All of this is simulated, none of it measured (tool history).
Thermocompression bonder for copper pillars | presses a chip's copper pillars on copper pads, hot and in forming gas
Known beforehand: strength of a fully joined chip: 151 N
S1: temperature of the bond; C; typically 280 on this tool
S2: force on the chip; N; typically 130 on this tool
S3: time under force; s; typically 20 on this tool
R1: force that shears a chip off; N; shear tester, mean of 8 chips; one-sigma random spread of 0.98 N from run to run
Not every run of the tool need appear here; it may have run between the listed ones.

run	day	S1	S2	S3	R1
1	0.000	280	130	20	83.9
2	0.438	288	130	20	91.0
3	0.833	280	130	20	84.6
4	1.538	280	130	20	85.1
5	2.079	280	157	20	91.6
6	2.708	280	157	20	88.9
7	3.462	280	157	20	90.2
8	3.842	280	157	20	91.9
9	4.288	280	157	20	90.5
# day 4.754: forming gas filter changed
10	5.092	280	130	49	107.7
11	5.562	281	130	49	108.9
12	6.408	261	154	12	63.7
13	6.933	261	154	12	63.5
14	7.438	280	111	20	77.1
15	8.196	280	111	29	87.5
16	8.783	271	158	28	94.2
17	9.275	271	158	28	95.6
18	10.154	271	158	28	94.6
19	10.800	271	158	28	93.6
20	11.171	280	130	31	96.6
21	11.629	280	130	28	93.3
22	12.496	280	130	28	92.2

Branching from run 22: 3 alternative next runs. What would each branch give?
A	13.258	307	175	29	?
B	13.258	290	88	28	?
C	13.258	251	130	18	?

run	R1
A	121.4
B	83.6
C	60.7
Stripped of hidden state, with their random variation kept, the same runs would have yielded:
run	R1
A	122.1
B	84.2
C	61.1

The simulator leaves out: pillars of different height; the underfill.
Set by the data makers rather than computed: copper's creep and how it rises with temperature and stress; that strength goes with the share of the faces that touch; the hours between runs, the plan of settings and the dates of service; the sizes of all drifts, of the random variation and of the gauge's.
